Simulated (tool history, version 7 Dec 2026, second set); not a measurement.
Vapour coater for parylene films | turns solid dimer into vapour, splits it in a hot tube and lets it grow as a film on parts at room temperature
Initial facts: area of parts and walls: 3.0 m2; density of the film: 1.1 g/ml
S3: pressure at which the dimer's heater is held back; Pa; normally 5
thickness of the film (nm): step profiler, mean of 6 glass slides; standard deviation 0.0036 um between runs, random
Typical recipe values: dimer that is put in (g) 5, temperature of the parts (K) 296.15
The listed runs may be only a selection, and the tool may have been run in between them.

run 1 hour=0 | dimer_that_is_put_in_(g)=5 temperature_of_the_parts_(K)=296.15 S3=5 | thickness_of_the_film_(nm)=1069
-- hour=16.4 table's thermometer calibrated
run 2 hour=55.3 | dimer_that_is_put_in_(g)=5 temperature_of_the_parts_(K)=296.15 S3=5 | thickness_of_the_film_(nm)=1000
run 3 hour=90 | dimer_that_is_put_in_(g)=5 temperature_of_the_parts_(K)=296.15 S3=5 | thickness_of_the_film_(nm)=1000
run 4 hour=147.9 | dimer_that_is_put_in_(g)=5 temperature_of_the_parts_(K)=296.15 S3=5 | thickness_of_the_film_(nm)=995
run 5 hour=209.2 | dimer_that_is_put_in_(g)=5 temperature_of_the_parts_(K)=296.15 S3=3.12 | thickness_of_the_film_(nm)=1110
run 6 hour=264.8 | dimer_that_is_put_in_(g)=5 temperature_of_the_parts_(K)=296.15 S3=3.12 | thickness_of_the_film_(nm)=1106
run 7 hour=302.5 | dimer_that_is_put_in_(g)=5 temperature_of_the_parts_(K)=296.15 S3=5 | thickness_of_the_film_(nm)=965
run 8 hour=339.7 | dimer_that_is_put_in_(g)=5 temperature_of_the_parts_(K)=296.15 S3=3.42 | thickness_of_the_film_(nm)=1060
-- hour=383.7 trap's valve overhauled
run 9 hour=390.3 | dimer_that_is_put_in_(g)=5 temperature_of_the_parts_(K)=296.15 S3=5 | thickness_of_the_film_(nm)=1029
run 10 hour=445.2 | dimer_that_is_put_in_(g)=5 temperature_of_the_parts_(K)=296.15 S3=5 | thickness_of_the_film_(nm)=1024
run 11 hour=492.9 | dimer_that_is_put_in_(g)=5 temperature_of_the_parts_(K)=296.15 S3=5 | thickness_of_the_film_(nm)=1017
run 12 hour=557.7 | dimer_that_is_put_in_(g)=5 temperature_of_the_parts_(K)=291.15 S3=7.4 | thickness_of_the_film_(nm)=1166
run 13 hour=597 | dimer_that_is_put_in_(g)=5 temperature_of_the_parts_(K)=291.15 S3=7.4 | thickness_of_the_film_(nm)=1169
run 14 hour=635.2 | dimer_that_is_put_in_(g)=8 temperature_of_the_parts_(K)=295.15 S3=3.63 | thickness_of_the_film_(nm)=1823
run 15 hour=698.9 | dimer_that_is_put_in_(g)=8 temperature_of_the_parts_(K)=295.15 S3=3.63 | thickness_of_the_film_(nm)=1805
run 16 hour=746.5 | dimer_that_is_put_in_(g)=8 temperature_of_the_parts_(K)=290.15 S3=3.12 | thickness_of_the_film_(nm)=2260
run 17 hour=827 | dimer_that_is_put_in_(g)=4 temperature_of_the_parts_(K)=291.15 S3=6.38 | thickness_of_the_film_(nm)=942
-- hour=862.8 trap's valve overhauled
run 18 hour=881.5 | dimer_that_is_put_in_(g)=4 temperature_of_the_parts_(K)=291.15 S3=3.37 | thickness_of_the_film_(nm)=1172
run 19 hour=944.4 | dimer_that_is_put_in_(g)=9 temperature_of_the_parts_(K)=291.15 S3=11.9 | thickness_of_the_film_(nm)=1916
run 20 hour=985.4 | dimer_that_is_put_in_(g)=4 temperature_of_the_parts_(K)=291.15 S3=8.95 | thickness_of_the_film_(nm)=905

What if the next run were any one of these 3? Each begins from the tool's condition after run 20:
run A hour=1032.1 | dimer_that_is_put_in_(g)=4 temperature_of_the_parts_(K)=303.15 S3=3.14 | thickness_of_the_film_(nm)=?
run B hour=1032.1 | dimer_that_is_put_in_(g)=4 temperature_of_the_parts_(K)=294.15 S3=8.95 | thickness_of_the_film_(nm)=?
run C hour=1032.1 | dimer_that_is_put_in_(g)=5 temperature_of_the_parts_(K)=291.15 S3=2.59 | thickness_of_the_film_(nm)=?

run=A thickness_of_the_film_(nm)=648
run=B thickness_of_the_film_(nm)=778
run=C thickness_of_the_film_(nm)=1448
The same runs, with their run-to-run variation unchanged, on a tool lacking any hidden condition would have given:
run=A thickness_of_the_film_(nm)=658
run=B thickness_of_the_film_(nm)=791
run=C thickness_of_the_film_(nm)=1482
